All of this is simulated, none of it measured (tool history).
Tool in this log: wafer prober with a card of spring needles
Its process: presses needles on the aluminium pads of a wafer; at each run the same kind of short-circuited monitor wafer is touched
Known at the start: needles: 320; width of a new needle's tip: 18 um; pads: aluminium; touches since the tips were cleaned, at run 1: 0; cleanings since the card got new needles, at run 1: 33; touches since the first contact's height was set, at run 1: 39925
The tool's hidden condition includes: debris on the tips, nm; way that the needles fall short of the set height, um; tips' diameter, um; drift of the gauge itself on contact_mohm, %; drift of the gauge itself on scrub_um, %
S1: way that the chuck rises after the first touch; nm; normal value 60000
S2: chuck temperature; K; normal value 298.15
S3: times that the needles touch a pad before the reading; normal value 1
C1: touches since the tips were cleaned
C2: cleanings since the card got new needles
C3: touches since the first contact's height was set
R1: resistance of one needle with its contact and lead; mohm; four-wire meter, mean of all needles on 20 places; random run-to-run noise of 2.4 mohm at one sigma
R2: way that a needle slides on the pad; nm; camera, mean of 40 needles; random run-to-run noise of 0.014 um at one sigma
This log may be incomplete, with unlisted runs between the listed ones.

{"run": 1, "hour": 0.0, "S1": 60000, "S2": 298.15, "S3": 1, "C1": 0, "C2": 33, "C3": 39925, "R1": 269, "R2": 16340}
{"hour": 5.0, "done": "tips cleaned on abrasive film"}
{"hour": 11.1, "done": "tips cleaned on abrasive film"}
{"hour": 17.1, "done": "tips cleaned on abrasive film"}
{"run": 2, "hour": 17.3, "S1": 60000, "S2": 298.15, "S3": 1, "C1": 138, "C2": 36, "C3": 49465, "R1": 267, "R2": 16340}
{"hour": 22.3, "done": "tips cleaned on abrasive film"}
{"hour": 28.3, "done": "tips cleaned on abrasive film"}
{"hour": 33.3, "done": "tips cleaned on abrasive film"}
{"run": 3, "hour": 36.6, "S1": 60000, "S2": 298.15, "S3": 1, "C1": 1850, "C2": 39, "C3": 60049, "R1": 272, "R2": 16320}
{"hour": 39.1, "done": "tips cleaned on abrasive film"}
{"hour": 45.2, "done": "tips cleaned on abrasive film"}
{"hour": 46.6, "done": "height of the first contact set anew"}
{"hour": 51.5, "done": "tips cleaned on abrasive film"}
{"run": 4, "hour": 52.7, "S1": 49000, "S2": 298.15, "S3": 1, "C1": 718, "C2": 42, "C3": 3370, "R1": 267, "R2": 13310}
{"hour": 56.5, "done": "tips cleaned on abrasive film"}
{"hour": 61.4, "done": "tips cleaned on abrasive film"}
{"hour": 67.5, "done": "tips cleaned on abrasive film"}
{"hour": 73.0, "done": "tips cleaned on abrasive film"}
{"run": 5, "hour": 73.0, "S1": 49000, "S2": 298.15, "S3": 1, "C1": 0, "C2": 46, "C3": 14505, "R1": 264, "R2": 13270}
{"hour": 79.2, "done": "tips cleaned on abrasive film"}
{"hour": 85.2, "done": "tips cleaned on abrasive film"}
{"run": 6, "hour": 85.8, "S1": 49000, "S2": 298.15, "S3": 1, "C1": 348, "C2": 48, "C3": 21554, "R1": 270, "R2": 13250}
{"hour": 90.8, "done": "tips cleaned on abrasive film"}
{"hour": 95.7, "done": "tips cleaned on abrasive film"}
{"hour": 101.9, "done": "tips cleaned on abrasive film"}
{"run": 7, "hour": 103.5, "S1": 49000, "S2": 298.15, "S3": 1, "C1": 921, "C2": 51, "C3": 31299, "R1": 269, "R2": 13260}
{"hour": 107.3, "done": "tips cleaned on abrasive film"}
{"hour": 113.4, "done": "tips cleaned on abrasive film"}
{"hour": 119.5, "done": "tips cleaned on abrasive film"}
{"run": 8, "hour": 123.1, "S1": 49000, "S2": 298.15, "S3": 3, "C1": 2013, "C2": 54, "C3": 42052, "R1": 269, "R2": 13220}
{"hour": 125.6, "done": "tips cleaned on abrasive film"}
{"hour": 131.6, "done": "tips cleaned on abrasive film"}
{"hour": 137.8, "done": "tips cleaned on abrasive film"}
{"run": 9, "hour": 139.4, "S1": 49000, "S2": 298.15, "S3": 3, "C1": 913, "C2": 57, "C3": 51020, "R1": 265, "R2": 13210}
{"hour": 143.1, "done": "tips cleaned on abrasive film"}
{"hour": 149.1, "done": "tips cleaned on abrasive film"}
{"run": 10, "hour": 151.9, "S1": 49000, "S2": 298.15, "S3": 3, "C1": 1567, "C2": 59, "C3": 57898, "R1": 269, "R2": 13200}
{"hour": 154.1, "done": "tips cleaned on abrasive film"}
{"hour": 160.1, "done": "tips cleaned on abrasive film"}
{"hour": 165.0, "done": "tips cleaned on abrasive film"}
{"hour": 166.5, "done": "height of the first contact set anew"}
{"hour": 171.4, "done": "tips cleaned on abrasive film"}
{"run": 11, "hour": 174.8, "S1": 49000, "S2": 298.15, "S3": 3, "C1": 1904, "C2": 63, "C3": 4593, "R1": 266, "R2": 13170}
{"hour": 177.3, "done": "tips cleaned on abrasive film"}
{"hour": 182.3, "done": "tips cleaned on abrasive film"}
{"hour": 188.5, "done": "tips cleaned on abrasive film"}
{"hour": 194.5, "done": "tips cleaned on abrasive film"}
{"hour": 199.6, "done": "tips cleaned on abrasive film"}
{"run": 12, "hour": 199.6, "S1": 49000, "S2": 298.15, "S3": 3, "C1": 0, "C2": 68, "C3": 18183, "R1": 270, "R2": 13170}
{"hour": 205.7, "done": "tips cleaned on abrasive film"}
{"hour": 210.7, "done": "tips cleaned on abrasive film"}
{"run": 13, "hour": 211.5, "S1": 49000, "S2": 298.15, "S3": 3, "C1": 452, "C2": 70, "C3": 24702, "R1": 267, "R2": 13170}
{"hour": 216.4, "done": "tips cleaned on abrasive film"}
{"hour": 222.5, "done": "tips cleaned on abrasive film"}
{"hour": 228.7, "done": "tips cleaned on abrasive film"}
{"hour": 234.4, "done": "tips cleaned on abrasive film"}
{"run": 14, "hour": 234.4, "S1": 60000, "S2": 339.15, "S3": 2, "C1": 0, "C2": 74, "C3": 37319, "R1": 278, "R2": 16090}
{"hour": 240.5, "done": "tips cleaned on abrasive film"}
{"hour": 246.7, "done": "tips cleaned on abrasive film"}
{"hour": 252.8, "done": "tips cleaned on abrasive film"}
{"hour": 258.7, "done": "tips cleaned on abrasive film"}
{"run": 15, "hour": 258.7, "S1": 60000, "S2": 339.15, "S3": 1, "C1": 0, "C2": 78, "C3": 50698, "R1": 274, "R2": 16050}
{"hour": 264.8, "done": "tips cleaned on abrasive film"}
{"hour": 270.9, "done": "tips cleaned on abrasive film"}
{"run": 16, "hour": 273.1, "S1": 60000, "S2": 339.15, "S3": 1, "C1": 1216, "C2": 80, "C3": 58635, "R1": 275, "R2": 16030}
{"hour": 276.8, "done": "tips cleaned on abrasive film"}
{"hour": 281.7, "done": "tips cleaned on abrasive film"}
{"hour": 286.8, "done": "height of the first contact set anew"}
{"hour": 288.1, "done": "tips cleaned on abrasive film"}
{"run": 17, "hour": 290.8, "S1": 60000, "S2": 339.15, "S3": 1, "C1": 1513, "C2": 83, "C3": 2191, "R1": 275, "R2": 16060}
{"hour": 293.3, "done": "tips cleaned on abrasive film"}
{"hour": 296.9, "done": "gauge calibrated"}
{"hour": 299.4, "done": "tips cleaned on abrasive film"}
{"hour": 305.6, "done": "tips cleaned on abrasive film"}
{"hour": 311.8, "done": "tips cleaned on abrasive film"}
{"run": 18, "hour": 312.6, "S1": 75000, "S2": 300.15, "S3": 1, "C1": 484, "C2": 87, "C3": 14170, "R1": 273, "R2": 20410}
{"hour": 317.6, "done": "tips cleaned on abrasive film"}
{"hour": 322.5, "done": "tips cleaned on abrasive film"}
{"hour": 328.5, "done": "tips cleaned on abrasive film"}
{"run": 19, "hour": 332.5, "S1": 75000, "S2": 311.15, "S3": 1, "C1": 2223, "C2": 90, "C3": 25136, "R1": 269, "R2": 20380}
{"hour": 333.8, "done": "tips cleaned on abrasive film"}
{"hour": 339.9, "done": "tips cleaned on abrasive film"}
{"hour": 345.9, "done": "tips cleaned on abrasive film"}
{"hour": 352.1, "done": "tips cleaned on abrasive film"}
{"hour": 357.6, "done": "tips cleaned on abrasive film"}
{"run": 20, "hour": 357.6, "S1": 54000, "S2": 311.15, "S3": 3, "C1": 0, "C2": 95, "C3": 38912, "R1": 269, "R2": 14650}
{"hour": 362.6, "done": "tips cleaned on abrasive film"}
{"hour": 368.6, "done": "tips cleaned on abrasive film"}
{"run": 21, "hour": 372.9, "S1": 54000, "S2": 311.15, "S3": 3, "C1": 2414, "C2": 97, "C3": 47349, "R1": 275, "R2": 14650}
{"hour": 374.2, "done": "tips cleaned on abrasive film"}
{"hour": 380.4, "done": "tips cleaned on abrasive film"}
{"hour": 386.6, "done": "tips cleaned on abrasive film"}
{"hour": 392.7, "done": "tips cleaned on abrasive film"}
{"run": 22, "hour": 394.7, "S1": 49000, "S2": 355.15, "S3": 2, "C1": 1117, "C2": 101, "C3": 59326, "R1": 288, "R2": 13240}
{"hour": 398.3, "done": "tips cleaned on abrasive film"}
{"hour": 404.5, "done": "tips cleaned on abrasive film"}
{"hour": 407.2, "done": "height of the first contact set anew"}
{"run": 23, "hour": 408.3, "S1": 56000, "S2": 314.15, "S3": 2, "C1": 1986, "C2": 103, "C3": 629, "R1": 272, "R2": 15140}
{"hour": 410.8, "done": "tips cleaned on abrasive film"}
{"hour": 415.7, "done": "tips cleaned on abrasive film"}
{"hour": 421.8, "done": "tips cleaned on abrasive film"}
{"hour": 427.7, "done": "tips cleaned on abrasive film"}
{"hour": 432.7, "done": "tips cleaned on abrasive film"}
{"run": 24, "hour": 433.8, "S1": 56000, "S2": 314.15, "S3": 2, "C1": 652, "C2": 108, "C3": 14621, "R1": 272, "R2": 15120}
{"hour": 438.8, "done": "tips cleaned on abrasive film"}
{"hour": 444.9, "done": "tips cleaned on abrasive film"}
{"hour": 451.1, "done": "tips cleaned on abrasive film"}
{"run": 25, "hour": 454.9, "S1": 60000, "S2": 298.15, "S3": 2, "C1": 2152, "C2": 111, "C3": 26270, "R1": 268, "R2": 16170}
{"hour": 456.3, "done": "tips cleaned on abrasive film"}
{"hour": 462.4, "done": "tips cleaned on abrasive film"}
{"run": 26, "hour": 466.2, "S1": 60000, "S2": 298.15, "S3": 2, "C1": 2090, "C2": 113, "C3": 32434, "R1": 268, "R2": 16170}

Entry by entry between the runs, the difference in hidden state between the last listed run before and the first listed run after:
Run 1 -> run 2: tips cleaned on abrasive film (hour 5); tips cleaned on abrasive film (hour 11.1); tips cleaned on abrasive film (hour 17.1)
  debris on the tips, nm: 0.2 -> 0.9; drift of the gauge itself on scrub_um, %: 0 -> -0.12
  difference, measured minus the result without the unlogged condition, R2: -10 -> -20 nm
Run 2 -> run 3: tips cleaned on abrasive film (hour 22.3); tips cleaned on abrasive film (hour 28.3); tips cleaned on abrasive film (hour 33.3)
  debris on the tips, nm: 0.9 -> 4.3; way that the needles fall short of the set height, um: 0.02 -> 0.03; drift of the gauge itself on scrub_um, %: -0.12 -> -0.25
  difference, measured minus the result without the unlogged condition, R2: -20 -> -50 nm
Run 3 -> run 4: tips cleaned on abrasive film (hour 39.1); tips cleaned on abrasive film (hour 45.2); height of the first contact set anew (hour 46.6); tips cleaned on abrasive film (hour 51.5)
  debris on the tips, nm: 4.3 -> 2.2; way that the needles fall short of the set height, um: 0.03 -> 0; drift of the gauge itself on scrub_um, %: -0.25 -> -0.36
  difference, measured minus the result without the unlogged condition, R2: -50 -> -50 nm
Run 4 -> run 5: tips cleaned on abrasive film (hour 56.5); tips cleaned on abrasive film (hour 61.4); tips cleaned on abrasive film (hour 67.5); tips cleaned on abrasive film (hour 73)
  debris on the tips, nm: 2.2 -> 0.4; way that the needles fall short of the set height, um: 0 -> 0.01; drift of the gauge itself on scrub_um, %: -0.36 -> -0.5
  difference, measured minus the result without the unlogged condition, R2: -50 -> -70 nm
Run 5 -> run 6: tips cleaned on abrasive film (hour 79.2); tips cleaned on abrasive film (hour 85.2)
  debris on the tips, nm: 0.4 -> 1.5; tips' diameter, um: 18.02 -> 18.03; drift of the gauge itself on scrub_um, %: -0.5 -> -0.59
  difference, measured minus the result without the unlogged condition, R2: -70 -> -80 nm
Run 6 -> run 7: tips cleaned on abrasive film (hour 90.8); tips cleaned on abrasive film (hour 95.7); tips cleaned on abrasive film (hour 101.9)
  debris on the tips, nm: 1.5 -> 2.5; drift of the gauge itself on scrub_um, %: -0.59 -> -0.71
  difference, measured minus the result without the unlogged condition, R2: -80 -> -100 nm
Run 7 -> run 8: tips cleaned on abrasive film (hour 107.3); tips cleaned on abrasive film (hour 113.4); tips cleaned on abrasive film (hour 119.5)
  debris on the tips, nm: 2.5 -> 4.3; way that the needles fall short of the set height, um: 0.01 -> 0.02; drift of the gauge itself on scrub_um, %: -0.71 -> -0.85
  difference, measured minus the result without the unlogged condition, R2: -100 -> -120 nm
Run 8 -> run 9: tips cleaned on abrasive film (hour 125.6); tips cleaned on abrasive film (hour 131.6); tips cleaned on abrasive film (hour 137.8)
  debris on the tips, nm: 4.3 -> 2.9; drift of the gauge itself on scrub_um, %: -0.85 -> -0.96
  difference, measured minus the result without the unlogged condition, R2: -120 -> -130 nm
Run 9 -> run 10: tips cleaned on abrasive film (hour 143.1); tips cleaned on abrasive film (hour 149.1)
  debris on the tips, nm: 2.9 -> 4; way that the needles fall short of the set height, um: 0.02 -> 0.03; drift of the gauge itself on scrub_um, %: -0.96 -> -1.05
  difference, measured minus the result without the unlogged condition, R2: -130 -> -150 nm
Run 10 -> run 11: tips cleaned on abrasive film (hour 154.1); tips cleaned on abrasive film (hour 160.1); tips cleaned on abrasive film (hour 165); height of the first contact set anew (hour 166.5); tips cleaned on abrasive film (hour 171.4)
  debris on the tips, nm: 4 -> 4.1; way that the needles fall short of the set height, um: 0.03 -> 0; drift of the gauge itself on scrub_um, %: -1.05 -> -1.2
  difference, measured minus the result without the unlogged condition, R2: -150 -> -160 nm
Run 11 -> run 12: tips cleaned on abrasive film (hour 177.3); tips cleaned on abrasive film (hour 182.3); tips cleaned on abrasive film (hour 188.5); tips cleaned on abrasive film (hour 194.5); tips cleaned on abrasive film (hour 199.6)
  debris on the tips, nm: 4.1 -> 0.2; way that the needles fall short of the set height, um: 0 -> 0.01; tips' diameter, um: 18.03 -> 18.04; drift of the gauge itself on scrub_um, %: -1.2 -> -1.37
  difference, measured minus the result without the unlogged condition, R2: -160 -> -190 nm
Run 12 -> run 13: tips cleaned on abrasive film (hour 205.7); tips cleaned on abrasive film (hour 210.7)
  debris on the tips, nm: 0.2 -> 1.5; drift of the gauge itself on scrub_um, %: -1.37 -> -1.45
  difference, measured minus the result without the unlogged condition, R2: -190 -> -200 nm
Run 13 -> run 14: tips cleaned on abrasive film (hour 216.4); tips cleaned on abrasive film (hour 222.5); tips cleaned on abrasive film (hour 228.7); tips cleaned on abrasive film (hour 234.4)
  debris on the tips, nm: 1.5 -> 0.2; way that the needles fall short of the set height, um: 0.01 -> 0.02; drift of the gauge itself on scrub_um, %: -1.45 -> -1.61
  difference, measured minus the result without the unlogged condition, R2: -200 -> -270 nm
Run 14 -> run 15: tips cleaned on abrasive film (hour 240.5); tips cleaned on abrasive film (hour 246.7); tips cleaned on abrasive film (hour 252.8); tips cleaned on abrasive film (hour 258.7)
  debris on the tips, nm: 0.2 -> 0.4; way that the needles fall short of the set height, um: 0.02 -> 0.03; drift of the gauge itself on scrub_um, %: -1.61 -> -1.78
  difference, measured minus the result without the unlogged condition, R2: -270 -> -300 nm
Run 15 -> run 16: tips cleaned on abrasive film (hour 264.8); tips cleaned on abrasive film (hour 270.9)
  debris on the tips, nm: 0.4 -> 3.7; drift of the gauge itself on scrub_um, %: -1.78 -> -1.88
  difference, measured minus the result without the unlogged condition, R2: -300 -> -310 nm
Run 16 -> run 17: tips cleaned on abrasive film (hour 276.8); tips cleaned on abrasive film (hour 281.7); height of the first contact set anew (hour 286.8); tips cleaned on abrasive film (hour 288.1)
  debris on the tips, nm: 3.7 -> 3.5; way that the needles fall short of the set height, um: 0.03 -> 0; tips' diameter, um: 18.04 -> 18.05; drift of the gauge itself on scrub_um, %: -1.88 -> -2
  difference, measured minus the result without the unlogged condition, R2: -310 -> -330 nm
Run 17 -> run 18: tips cleaned on abrasive film (hour 293.3); gauge calibrated (hour 296.9); tips cleaned on abrasive film (hour 299.4); tips cleaned on abrasive film (hour 305.6); tips cleaned on abrasive film (hour 311.8)
  debris on the tips, nm: 3.5 -> 2; way that the needles fall short of the set height, um: 0 -> 0.01; drift of the gauge itself on scrub_um, %: -2 -> -0.11
  difference, measured minus the result without the unlogged condition, R2: -330 -> -20 nm
Run 18 -> run 19: tips cleaned on abrasive film (hour 317.6); tips cleaned on abrasive film (hour 322.5); tips cleaned on abrasive film (hour 328.5)
  debris on the tips, nm: 2 -> 4.4; drift of the gauge itself on scrub_um, %: -0.11 -> -0.25
  difference, measured minus the result without the unlogged condition, R2: -20 -> -50 nm
Run 19 -> run 20: tips cleaned on abrasive film (hour 333.8); tips cleaned on abrasive film (hour 339.9); tips cleaned on abrasive film (hour 345.9); tips cleaned on abrasive film (hour 352.1); tips cleaned on abrasive film (hour 357.6)
  debris on the tips, nm: 4.4 -> 0.4; way that the needles fall short of the set height, um: 0.01 -> 0.02; drift of the gauge itself on scrub_um, %: -0.25 -> -0.42
  difference, measured minus the result without the unlogged condition, R2: -50 -> -60 nm
Run 20 -> run 21: tips cleaned on abrasive film (hour 362.6); tips cleaned on abrasive film (hour 368.6)
  debris on the tips, nm: 0.4 -> 4.8; drift of the gauge itself on scrub_um, %: -0.42 -> -0.52
  difference, measured minus the result without the unlogged condition, R2: -60 -> -80 nm
Run 21 -> run 22: tips cleaned on abrasive film (hour 374.2); tips cleaned on abrasive film (hour 380.4); tips cleaned on abrasive film (hour 386.6); tips cleaned on abrasive film (hour 392.7)
  debris on the tips, nm: 4.8 -> 3.4; way that the needles fall short of the set height, um: 0.02 -> 0.03; tips' diameter, um: 18.05 -> 18.06; drift of the gauge itself on scrub_um, %: -0.52 -> -0.67
  difference, measured minus the result without the unlogged condition, R2: -80 -> -100 nm
Run 22 -> run 23: tips cleaned on abrasive film (hour 398.3); tips cleaned on abrasive film (hour 404.5); height of the first contact set anew (hour 407.2)
  debris on the tips, nm: 3.4 -> 4.2; way that the needles fall short of the set height, um: 0.03 -> 0; drift of the gauge itself on scrub_um, %: -0.67 -> -0.77
  difference, measured minus the result without the unlogged condition, R2: -100 -> -120 nm
Run 23 -> run 24: tips cleaned on abrasive film (hour 410.8); tips cleaned on abrasive film (hour 415.7); tips cleaned on abrasive film (hour 421.8); tips cleaned on abrasive film (hour 427.7); tips cleaned on abrasive film (hour 432.7)
  debris on the tips, nm: 4.2 -> 2.2; way that the needles fall short of the set height, um: 0 -> 0.01; drift of the gauge itself on scrub_um, %: -0.77 -> -0.94
  difference, measured minus the result without the unlogged condition, R2: -120 -> -140 nm
Run 24 -> run 25: tips cleaned on abrasive film (hour 438.8); tips cleaned on abrasive film (hour 444.9); tips cleaned on abrasive film (hour 451.1)
  debris on the tips, nm: 2.2 -> 4.6; drift of the gauge itself on scrub_um, %: -0.94 -> -1.09
  difference, measured minus the result without the unlogged condition, R2: -140 -> -180 nm
Run 25 -> run 26: tips cleaned on abrasive film (hour 456.3); tips cleaned on abrasive film (hour 462.4)
  debris on the tips, nm: 4.6 -> 4.5; way that the needles fall short of the set height, um: 0.01 -> 0.02; drift of the gauge itself on scrub_um, %: -1.09 -> -1.16
  difference, measured minus the result without the unlogged condition, R2: -180 -> -200 nm
